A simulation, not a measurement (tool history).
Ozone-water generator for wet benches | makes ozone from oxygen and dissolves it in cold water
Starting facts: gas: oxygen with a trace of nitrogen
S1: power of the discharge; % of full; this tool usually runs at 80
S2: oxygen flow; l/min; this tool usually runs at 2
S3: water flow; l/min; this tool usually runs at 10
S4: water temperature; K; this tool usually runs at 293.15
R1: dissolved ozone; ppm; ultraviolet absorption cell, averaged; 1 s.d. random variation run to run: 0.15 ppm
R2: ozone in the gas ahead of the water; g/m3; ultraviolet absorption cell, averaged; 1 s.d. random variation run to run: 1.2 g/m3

run     day  S1    S2  S3      S4    R1     R2
  1       0  80     2  10  293.15  18.4  229.5
  2   2.329  80     2  10  293.15  18.1  227.8
  3   3.354  80     2  10  293.15  18.4  227.2
  4   5.579  80     2  10  293.15  18.4  224.9
  5   7.521  80     2  10  293.15  18.4    228
  6   9.558  80     2  10  293.15  18.6  227.5
  7  11.579  80  2.33  10  293.15  18.2  204.7
  8  13.138  80  2.33  10  293.15  18.2  206.1
  9  15.542  80  2.33  10  301.15    16  205.1

The next listed run, before its measurement:
 10  17.833  80  2.33  10  301.15   ?   ?

{"run 10": {"R1": 15.8, "R2": 203.6}}
Had the tool carried no hidden state, the very same run would have given R1 15.8 ppm, R2 207.6 g/m3.
